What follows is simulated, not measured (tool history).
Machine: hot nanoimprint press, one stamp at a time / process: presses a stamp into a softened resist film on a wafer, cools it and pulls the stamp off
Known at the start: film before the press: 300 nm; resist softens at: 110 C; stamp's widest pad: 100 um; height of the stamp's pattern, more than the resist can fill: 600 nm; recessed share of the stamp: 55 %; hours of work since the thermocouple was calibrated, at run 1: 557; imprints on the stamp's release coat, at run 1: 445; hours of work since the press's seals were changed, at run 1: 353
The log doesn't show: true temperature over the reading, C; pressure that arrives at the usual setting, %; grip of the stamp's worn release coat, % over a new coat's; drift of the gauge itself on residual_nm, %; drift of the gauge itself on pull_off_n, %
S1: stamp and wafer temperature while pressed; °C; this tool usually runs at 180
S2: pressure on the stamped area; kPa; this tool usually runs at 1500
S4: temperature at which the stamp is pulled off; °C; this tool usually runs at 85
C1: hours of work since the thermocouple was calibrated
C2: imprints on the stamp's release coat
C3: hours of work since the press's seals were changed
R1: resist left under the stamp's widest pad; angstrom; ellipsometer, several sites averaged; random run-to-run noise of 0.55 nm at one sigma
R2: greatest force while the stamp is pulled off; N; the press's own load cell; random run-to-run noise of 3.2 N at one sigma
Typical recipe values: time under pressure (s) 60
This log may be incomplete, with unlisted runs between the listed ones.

run 1 day=0.000 | S1=180 S2=1500 time_under_pressure_(s)=60 S4=85 | C1=557 C2=445 C3=353 | R1=1570 R2=217
run 2 day=0.300 | S1=180 S2=1500 time_under_pressure_(s)=60 S4=85 | C1=561 C2=463 C3=358 | R1=1572 R2=219
run 3 day=0.967 | S1=174 S2=1500 time_under_pressure_(s)=60 S4=85 | C1=571 C2=504 C3=368 | R1=1822 R2=217
-- day=1.296 plate thermocouple calibrated
run 4 day=1.675 | S1=174 S2=1500 time_under_pressure_(s)=60 S4=85 | C1=6 C2=539 C3=377 | R1=1815 R2=223
run 5 day=2.033 | S1=180 S2=1500 time_under_pressure_(s)=60 S4=85 | C1=11 C2=561 C3=382 | R1=1559 R2=208
run 6 day=2.571 | S1=180 S2=1500 time_under_pressure_(s)=60 S4=85 | C1=19 C2=594 C3=390 | R1=1566 R2=221
run 7 day=2.967 | S1=180 S2=1500 time_under_pressure_(s)=60 S4=85 | C1=25 C2=618 C3=396 | R1=1559 R2=223
run 8 day=3.342 | S1=179 S2=1500 time_under_pressure_(s)=60 S4=85 | C1=31 C2=641 C3=402 | R1=1600 R2=214
run 9 day=3.883 | S1=179 S2=1500 time_under_pressure_(s)=60 S4=85 | C1=39 C2=674 C3=410 | R1=1606 R2=217
run 10 day=4.279 | S1=172 S2=1500 time_under_pressure_(s)=60 S4=85 | C1=45 C2=698 C3=416 | R1=1906 R2=216
run 11 day=4.562 | S1=172 S2=1500 time_under_pressure_(s)=60 S4=85 | C1=49 C2=716 C3=421 | R1=1908 R2=219
run 12 day=5.133 | S1=172 S2=1500 time_under_pressure_(s)=60 S4=90 | C1=58 C2=751 C3=429 | R1=1898 R2=201
run 13 day=5.654 | S1=180 S2=1500 time_under_pressure_(s)=60 S4=85 | C1=66 C2=782 C3=437 | R1=1552 R2=218
run 14 day=6.217 | S1=180 S2=1500 time_under_pressure_(s)=60 S4=85 | C1=74 C2=817 C3=446 | R1=1561 R2=213
run 15 day=6.800 | S1=180 S2=1500 time_under_pressure_(s)=60 S4=85 | C1=83 C2=853 C3=454 | R1=1551 R2=216
run 16 day=7.429 | S1=180 S2=1500 time_under_pressure_(s)=60 S4=85 | C1=93 C2=891 C3=464 | R1=1554 R2=221
run 17 day=8.100 | S1=180 S2=1010 time_under_pressure_(s)=40 S4=85 | C1=103 C2=932 C3=474 | R1=2043 R2=213
run 18 day=8.533 | S1=175 S2=1010 time_under_pressure_(s)=40 S4=85 | C1=110 C2=958 C3=481 | R1=2241 R2=222
run 19 day=8.908 | S1=176 S2=1010 time_under_pressure_(s)=40 S4=85 | C1=115 C2=981 C3=486 | R1=2207 R2=226
-- day=9.442 stamp cleaned and given a new release coat
run 20 day=9.662 | S1=176 S2=1010 time_under_pressure_(s)=40 S4=85 | C1=123 C2=14 C3=494 | R1=2209 R2=213
run 21 day=10.321 | S1=184 S2=1700 time_under_pressure_(s)=105 S4=85 | C1=133 C2=54 C3=504 | R1=1074 R2=216
run 22 day=10.929 | S1=184 S2=1700 time_under_pressure_(s)=108 S4=73 | C1=142 C2=91 C3=513 | R1=1065 R2=255
run 23 day=11.383 | S1=181 S2=1120 time_under_pressure_(s)=85 S4=85 | C1=149 C2=119 C3=520 | R1=1540 R2=214
run 24 day=12.025 | S1=185 S2=1300 time_under_pressure_(s)=60 S4=76 | C1=159 C2=158 C3=530 | R1=1461 R2=240
run 25 day=12.700 | S1=185 S2=1300 time_under_pressure_(s)=60 S4=76 | C1=169 C2=199 C3=540 | R1=1467 R2=245
run 26 day=13.346 | S1=180 S2=1500 time_under_pressure_(s)=65 S4=77 | C1=179 C2=239 C3=550 | R1=1497 R2=242
run 27 day=13.975 | S1=180 S2=1500 time_under_pressure_(s)=65 S4=77 | C1=188 C2=277 C3=559 | R1=1492 R2=238
run 28 day=14.262 | S1=171 S2=1630 time_under_pressure_(s)=60 S4=80 | C1=192 C2=295 C3=564 | R1=1865 R2=234
run 29 day=14.667 | S1=180 S2=1500 time_under_pressure_(s)=69 S4=85 | C1=199 C2=319 C3=570 | R1=1466 R2=218
run 30 day=15.004 | S1=180 S2=1870 time_under_pressure_(s)=60 S4=78 | C1=204 C2=340 C3=575 | R1=1381 R2=245
run 31 day=15.558 | S1=180 S2=1820 time_under_pressure_(s)=48 S4=74 | C1=212 C2=374 C3=583 | R1=1504 R2=255

Describe how what the log doesn't record of the tool's condition differs between the last listed run preceding each entry between runs and the first listed run following it.
After run 3, before run 4: plate thermocouple calibrated (day 1.296)
  true temperature over the reading, C: -0.06 -> 0.02; drift of the gauge itself on residual_nm, %: -0.15 -> -0.24
  measured minus no-state result, R1: +1 -> -5 angstrom
After run 19, before run 20: stamp cleaned and given a new release coat (day 9.442)
  grip of the stamp's worn release coat, % over a new coat's: 0.9 -> 0; drift of the gauge itself on residual_nm, %: -1.37 -> -1.44
  measured minus no-state result, R1: -31 -> -32 angstrom

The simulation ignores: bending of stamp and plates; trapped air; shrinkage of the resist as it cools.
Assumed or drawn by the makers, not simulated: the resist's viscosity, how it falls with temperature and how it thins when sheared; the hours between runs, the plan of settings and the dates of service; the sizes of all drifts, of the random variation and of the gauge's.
